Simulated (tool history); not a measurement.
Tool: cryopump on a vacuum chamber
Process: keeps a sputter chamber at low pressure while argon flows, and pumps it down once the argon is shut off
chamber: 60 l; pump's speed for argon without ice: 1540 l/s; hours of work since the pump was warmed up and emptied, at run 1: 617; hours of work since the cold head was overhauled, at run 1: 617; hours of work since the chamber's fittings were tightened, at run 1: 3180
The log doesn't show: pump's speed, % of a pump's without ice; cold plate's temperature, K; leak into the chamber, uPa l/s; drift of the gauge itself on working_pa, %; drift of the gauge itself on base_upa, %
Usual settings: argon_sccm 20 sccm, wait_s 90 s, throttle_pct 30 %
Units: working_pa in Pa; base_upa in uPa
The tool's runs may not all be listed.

run     day  argon_sccm  wait_s  throttle_pct  hours of work since the pump was warmed up and emptied  hours of work since the cold head was overhauled  hours of work since the chamber's fittings were tightened  working_pa  base_upa
  1       0          20      90            30                                                     617                                               617                                                       3180      0.0784      1.92
  2   1.079          20      90            30                                                     633                                               633                                                       3196      0.0783      1.93
  3   1.779          11      90            30                                                     643                                               643                                                       3206      0.0424      2.01
  4   2.488          11      90            30                                                     653                                               653                                                       3217      0.0414      1.93
  5   3.254          11      90            30                                                     665                                               665                                                       3228      0.0439      1.93
  6   4.592          11      90            30                                                     684                                               684                                                       3248      0.0431      1.99
  7   5.842          11      90            30                                                     703                                               703                                                       3266      0.0434      1.97
  8   6.517          11      90            30                                                     713                                               713                                                       3276      0.0429      1.89
  9   7.788          20      90            17                                                     731                                               731                                                       3295      0.1343      2.01
 10   8.371          20      90            17                                                     740                                               740                                                       3303      0.1346      2.02
 11   9.296          20      90            30                                                     754                                               754                                                       3317      0.0796         2
 12  10.133          20      90            21                                                     766                                               766                                                       3329      0.1117      1.98
 13  10.838          20      90            21                                                     776                                               776                                                       3340      0.1108      2.09
 14  11.442          20      90            30                                                     785                                               785                                                       3348      0.0781      2.03
 15  12.717          20      90            30                                                     804                                               804                                                       3367       0.079      2.09
 16  13.412          20      90            30                                                     814                                               814                                                       3378      0.0793      2.04
 17      14          20      90            30                                                     823                                               823                                                       3386      0.0806      2.09
 18  14.971          20      90            30                                                     837                                               837                                                       3400      0.0805      2.13
 19  16.158          25      94            21                                                     855                                               855                                                       3418      0.1393      2.15
 20  17.367          25      94            21                                                     873                                               873                                                       3436      0.1407      2.16
 21  18.229          27      90            30                                                     885                                               885                                                       3448       0.108       2.1
 22  18.896          27      43            49                                                     895                                               895                                                       3458      0.0712       2.5
 23  20.162          27      43            49                                                     914                                               914                                                       3477      0.0713      2.53
 24  20.854          21      90            15                                                     924                                               924                                                       3487      0.1632      2.15
 25  22.067          37      71            21                                                     942                                               942                                                       3505      0.2079      2.35
     22.725  -- pump warmed up, emptied and cooled again
 26  23.467          28     167            59                                                      11                                               959                                                       3523      0.0538      1.64
 27  24.708          14     163            26                                                      29                                               978                                                       3541        0.06      1.61
 28  25.788          39     163            26                                                      45                                               994                                                       3557      0.1658      1.61
 29  26.771          39     163            26                                                      60                                              1008                                                       3571      0.1666      1.67
 30  27.529          15     266            24                                                      71                                              1019                                                       3582      0.0687      1.59
 31  28.896          15     266            24                                                      91                                              1039                                                       3603      0.0698      1.58
 32  30.229          20      70            34                                                     111                                              1059                                                       3622       0.066      1.95
 33  31.571          20      70            34                                                     130                                              1079                                                       3642      0.0664      1.96

4 ways to go on from here, each from the tool as it stands after run 33. What would each give?
  A  32.15          10      64            42                                                     139                                              1087                                                       3651           ?         ?
  B  32.15          21     112            34                                                     139                                              1087                                                       3651           ?         ?
  C  32.15          26     105            46                                                     139                                              1087                                                       3651           ?         ?
  D  32.15          12      54            41                                                     139                                              1087                                                       3651           ?         ?

run  working_pa  base_upa
  A      0.0275      1.96
  B      0.0701       1.8
  C      0.0635      1.81
  D      0.0333      2.07
Without the tool's hidden state the same runs would have given:
run  working_pa  base_upa
  A      0.0269      0.61
  B      0.0687      0.45
  C      0.0618      0.46
  D      0.0325       0.7
